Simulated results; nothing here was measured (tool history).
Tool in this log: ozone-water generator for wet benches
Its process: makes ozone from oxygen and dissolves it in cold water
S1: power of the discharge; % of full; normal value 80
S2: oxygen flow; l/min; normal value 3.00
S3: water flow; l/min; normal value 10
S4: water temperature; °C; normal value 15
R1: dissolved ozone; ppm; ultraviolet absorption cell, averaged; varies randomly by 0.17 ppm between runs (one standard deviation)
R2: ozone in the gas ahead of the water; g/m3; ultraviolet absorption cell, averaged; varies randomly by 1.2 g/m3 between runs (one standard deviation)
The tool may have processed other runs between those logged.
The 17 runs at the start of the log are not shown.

| run | hour | S1 | S2 | S3 | S4 | R1 | R2 |
|---|---|---|---|---|---|---|---|
| 18 | 891.5 | 71 | 4.02 | 6 | 13 | 28.0 | 164.7 |
| 19 | 921.8 | 71 | 2.82 | 6 | 22 | 26.4 | 206.9 |
|  | 933.2 | gauge calibrated |
| 20 | 962.3 | 80 | 3.00 | 10 | 23 | 19.9 | 210.6 |
| 21 | 1020.9 | 80 | 3.00 | 16 | 16 | 15.0 | 212.1 |
| 22 | 1072.0 | 80 | 3.00 | 16 | 16 | 15.1 | 211.6 |
| 23 | 1107.1 | 80 | 3.00 | 16 | 16 | 15.1 | 210.6 |
| 24 | 1171.9 | 80 | 3.14 | 14 | 15 | 17.1 | 203.6 |
| 25 | 1227.9 | 42 | 2.20 | 14 | 8 | 12.2 | 174.0 |
| 26 | 1265.0 | 42 | 2.20 | 14 | 8 | 12.6 | 174.0 |
| 27 | 1312.5 | 46 | 4.44 | 8 | 12 | 18.0 | 114.1 |
| 28 | 1344.9 | 46 | 4.44 | 8 | 12 | 17.8 | 113.9 |
| 29 | 1388.1 | 80 | 1.91 | 10 | 19 | 22.2 | 287.4 |
| 30 | 1456.7 | 80 | 3.17 | 10 | 18 | 21.2 | 204.8 |
| 31 | 1502.2 | 71 | 2.83 | 6 | 12 | 31.1 | 204.5 |
| 32 | 1533.8 | 80 | 2.77 | 10 | 10 | 24.1 | 225.4 |
| 33 | 1598.6 | 80 | 2.92 | 8 | 10 | 28.4 | 219.7 |

4 options for the next run, each taken on its own from the tool as it stands now. Forecast them:
| A | 1629.6 | 80 | 2.92 | 15 | 10 | ? | ? |
| B | 1629.6 | 45 | 2.63 | 10 | 22 | ? | ? |
| C | 1629.6 | 58 | 2.92 | 15 | 8 | ? | ? |
| D | 1629.6 | 80 | 2.92 | 8 | 13 | ? | ? |

| run | R1 | R2 |
|---|---|---|
| A | 17.1 | 219.2 |
| B | 14.3 | 163.0 |
| C | 14.2 | 177.3 |
| D | 27.5 | 219.3 |
Stripped of hidden state, with their random variation kept, the same runs would have yielded:
| run | R1 | R2 |
|---|---|---|
| A | 17.1 | 214.8 |
| B | 14.4 | 159.6 |
| C | 14.2 | 173.7 |
| D | 27.5 | 214.9 |

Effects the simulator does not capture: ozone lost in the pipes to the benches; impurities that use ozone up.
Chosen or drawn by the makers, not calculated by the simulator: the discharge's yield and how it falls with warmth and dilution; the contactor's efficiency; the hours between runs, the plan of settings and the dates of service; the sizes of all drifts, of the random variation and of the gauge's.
